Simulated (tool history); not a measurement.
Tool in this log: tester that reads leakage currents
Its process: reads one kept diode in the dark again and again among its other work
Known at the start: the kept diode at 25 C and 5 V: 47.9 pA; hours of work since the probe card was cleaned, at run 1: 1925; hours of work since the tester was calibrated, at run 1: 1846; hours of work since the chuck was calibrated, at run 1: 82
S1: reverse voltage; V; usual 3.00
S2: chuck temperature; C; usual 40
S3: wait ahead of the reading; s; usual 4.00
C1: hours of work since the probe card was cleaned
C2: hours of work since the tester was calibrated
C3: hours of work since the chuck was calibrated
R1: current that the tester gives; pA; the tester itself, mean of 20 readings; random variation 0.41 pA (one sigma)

{"run": 1, "hour": 0.0, "S1": 3.0, "S2": 40, "S3": 4.0, "C1": 1925, "C2": 1846, "C3": 82, "R1": 134.94}
{"run": 2, "hour": 76.5, "S1": 3.0, "S2": 40, "S3": 4.0, "C1": 1971, "C2": 1892, "C3": 129, "R1": 135.0}
{"run": 3, "hour": 136.7, "S1": 3.0, "S2": 40, "S3": 4.0, "C1": 2007, "C2": 1928, "C3": 165, "R1": 135.49}
{"run": 4, "hour": 173.8, "S1": 3.0, "S2": 40, "S3": 4.0, "C1": 2030, "C2": 1951, "C3": 187, "R1": 135.03}
{"run": 5, "hour": 246.5, "S1": 3.0, "S2": 40, "S3": 4.0, "C1": 2074, "C2": 1995, "C3": 231, "R1": 134.53}
{"run": 6, "hour": 323.1, "S1": 3.0, "S2": 40, "S3": 4.0, "C1": 2120, "C2": 2041, "C3": 278, "R1": 134.74}
{"run": 7, "hour": 369.1, "S1": 3.0, "S2": 40, "S3": 4.0, "C1": 2148, "C2": 2069, "C3": 306, "R1": 135.04}
{"run": 8, "hour": 435.7, "S1": 3.0, "S2": 40, "S3": 4.0, "C1": 2188, "C2": 2109, "C3": 346, "R1": 134.59}
{"run": 9, "hour": 510.9, "S1": 3.0, "S2": 40, "S3": 1.59, "C1": 2234, "C2": 2155, "C3": 391, "R1": 134.77}
{"run": 10, "hour": 556.3, "S1": 3.0, "S2": 40, "S3": 1.59, "C1": 2261, "C2": 2182, "C3": 419, "R1": 135.49}
{"run": 11, "hour": 640.7, "S1": 3.0, "S2": 40, "S3": 1.59, "C1": 2312, "C2": 2233, "C3": 470, "R1": 134.76}
{"hour": 700.2, "done": "probe card cleaned and baked"}
{"run": 12, "hour": 700.2, "S1": 12.64, "S2": 40, "S3": 4.0, "C1": 0, "C2": 2268, "C3": 504, "R1": 268.86}
{"run": 13, "hour": 771.1, "S1": 12.64, "S2": 40, "S3": 1.09, "C1": 43, "C2": 2311, "C3": 547, "R1": 271.05}
{"run": 14, "hour": 859.5, "S1": 12.64, "S2": 40, "S3": 1.09, "C1": 96, "C2": 2364, "C3": 601, "R1": 271.24}
{"run": 15, "hour": 941.8, "S1": 12.64, "S2": 40, "S3": 1.09, "C1": 146, "C2": 2414, "C3": 650, "R1": 269.48}
{"hour": 1013.3, "done": "chuck's temperature calibrated"}
{"run": 16, "hour": 1015.6, "S1": 3.0, "S2": 44, "S3": 4.0, "C1": 190, "C2": 2457, "C3": 1, "R1": 186.45}
{"run": 17, "hour": 1060.0, "S1": 3.0, "S2": 44, "S3": 4.0, "C1": 217, "C2": 2484, "C3": 28, "R1": 184.94}
{"run": 18, "hour": 1110.5, "S1": 3.0, "S2": 44, "S3": 4.0, "C1": 247, "C2": 2515, "C3": 59, "R1": 185.43}
{"run": 19, "hour": 1194.2, "S1": 1.72, "S2": 40, "S3": 4.0, "C1": 298, "C2": 2565, "C3": 109, "R1": 103.0}
{"run": 20, "hour": 1278.3, "S1": 3.0, "S2": 40, "S3": 4.0, "C1": 349, "C2": 2616, "C3": 160, "R1": 134.5}
{"run": 21, "hour": 1354.6, "S1": 3.0, "S2": 40, "S3": 4.0, "C1": 395, "C2": 2662, "C3": 207, "R1": 134.86}
{"run": 22, "hour": 1437.3, "S1": 9.88, "S2": 40, "S3": 0.76, "C1": 445, "C2": 2712, "C3": 257, "R1": 241.26}
{"run": 23, "hour": 1475.7, "S1": 13.44, "S2": 20, "S3": 1.35, "C1": 468, "C2": 2736, "C3": 280, "R1": 50.74}
{"run": 24, "hour": 1524.9, "S1": 13.44, "S2": 22, "S3": 0.37, "C1": 498, "C2": 2765, "C3": 310, "R1": 64.51}
{"run": 25, "hour": 1582.6, "S1": 3.24, "S2": 25, "S3": 8.86, "C1": 533, "C2": 2800, "C3": 345, "R1": 39.09}
{"run": 26, "hour": 1637.3, "S1": 10.08, "S2": 58, "S3": 8.86, "C1": 566, "C2": 2833, "C3": 378, "R1": 959.17}
{"run": 27, "hour": 1712.5, "S1": 10.08, "S2": 58, "S3": 8.86, "C1": 611, "C2": 2879, "C3": 423, "R1": 958.65}
{"run": 28, "hour": 1777.7, "S1": 3.0, "S2": 21, "S3": 4.0, "C1": 651, "C2": 2918, "C3": 463, "R1": 26.13}
{"run": 29, "hour": 1839.8, "S1": 6.38, "S2": 34, "S3": 1.51, "C1": 688, "C2": 2956, "C3": 500, "R1": 118.19}
{"run": 30, "hour": 1890.0, "S1": 18.49, "S2": 34, "S3": 1.51, "C1": 719, "C2": 2986, "C3": 531, "R1": 198.02}
{"run": 31, "hour": 1928.3, "S1": 18.49, "S2": 22, "S3": 1.14, "C1": 742, "C2": 3010, "C3": 554, "R1": 70.88}
{"run": 32, "hour": 1974.2, "S1": 18.49, "S2": 22, "S3": 1.14, "C1": 770, "C2": 3037, "C3": 581, "R1": 71.34}

Expected results for the next run?
{"run": 33, "hour": 2039.6, "S1": 3.11, "S2": 25, "S3": 1.85, "C1": 809, "C2": 3077, "C3": 621, "R1": "?"}

Run 33 produced R1 38.75 pA.
On a tool with no hidden condition, and with the same random variation, this run would have come out at R1 38.73 pA.
